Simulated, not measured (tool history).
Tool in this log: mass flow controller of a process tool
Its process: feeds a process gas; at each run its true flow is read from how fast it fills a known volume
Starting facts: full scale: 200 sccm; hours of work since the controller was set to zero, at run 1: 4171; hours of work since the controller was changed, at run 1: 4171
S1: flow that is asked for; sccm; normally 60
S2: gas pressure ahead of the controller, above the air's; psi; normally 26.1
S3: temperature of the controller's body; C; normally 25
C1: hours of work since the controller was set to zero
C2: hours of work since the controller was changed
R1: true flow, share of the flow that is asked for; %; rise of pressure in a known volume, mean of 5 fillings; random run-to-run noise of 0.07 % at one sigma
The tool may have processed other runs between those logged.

run    hour   S1    S2  S3    C1    C2      R1
  1       0   60  26.1  25  4171  4171  100.96
  2   181.6   60  26.1  25  4276  4276  101.12
  3   310.7   60  26.1  25  4351  4351  100.98
  4   405.6   60  26.1  25  4406  4406  101.05
  5   570.2   60  26.1  25  4501  4501  101.16
  6   662.9   60  26.1  25  4554  4554  101.15
  7   815.4   60  26.1  25  4643  4643   101.2
  8     969   60  26.1  25  4731  4731  101.35
  9  1086.2   60  26.1  25  4799  4799  101.34
 10  1190.5   60  26.1  25  4859  4859  101.27
 11  1299.7   60  26.1  25  4922  4922  101.33
 12  1470.8   60  25.5  25  5021  5021  101.48
 13  1551.6   60  26.1  25  5068  5068   101.5
 14  1701.5   60  26.1  25  5154  5154  101.53
 15  1883.3   87  22.2  25  5260  5260  101.36
 16  2026.7  138  26.1  39  5342  5342   99.42
 17  2118.5   68  26.1  21  5395  5395  101.88
 18    2193  176  26.1  25  5438  5438  101.17
 19  2329.1  176  26.1  25  5517  5517  101.05
 20  2512.2  176  26.1  25  5623  5623  101.17
 21  2638.4  176  26.1  38  5696  5696   99.85
 22    2722   30  26.3  24  5744  5744  104.13
 23  2822.1   28  27.7  25  5802  5802  104.43
 24  2922.8   28  27.7  25  5860  5860  104.52
 25  3076.3   39  22.9  27  5949  5949  103.03
 26  3185.1   22  26.1  25  6012  6012  106.33
 27  3283.7   22  26.1  25  6069  6069  106.24
 28  3426.3  146  26.1  25  6151  6151  101.13

Per-run results on a tool with no hidden state, each run keeping its own random variation:
Unlogged tool condition in this case: flow at rest that the sensor doesn't see, % of full scale; true flow over the shown one, %; drift of the gauge itself on true_pct, %.
run      R1
  1   98.86
  2   98.96
  3   98.79
  4   98.83
  5    98.9
  6   98.85
  7   98.86
  8   98.96
  9   98.91
 10   98.82
 11   98.84
 12   98.94
 13   98.95
 14   98.92
 15   99.43
 16   98.06
 17   99.43
 18  100.01
 19   99.88
 20   99.97
 21   98.63
 22   98.67
 23   98.55
 24   98.58
 25    98.6
 26   98.68
 27   98.52
 28   99.63

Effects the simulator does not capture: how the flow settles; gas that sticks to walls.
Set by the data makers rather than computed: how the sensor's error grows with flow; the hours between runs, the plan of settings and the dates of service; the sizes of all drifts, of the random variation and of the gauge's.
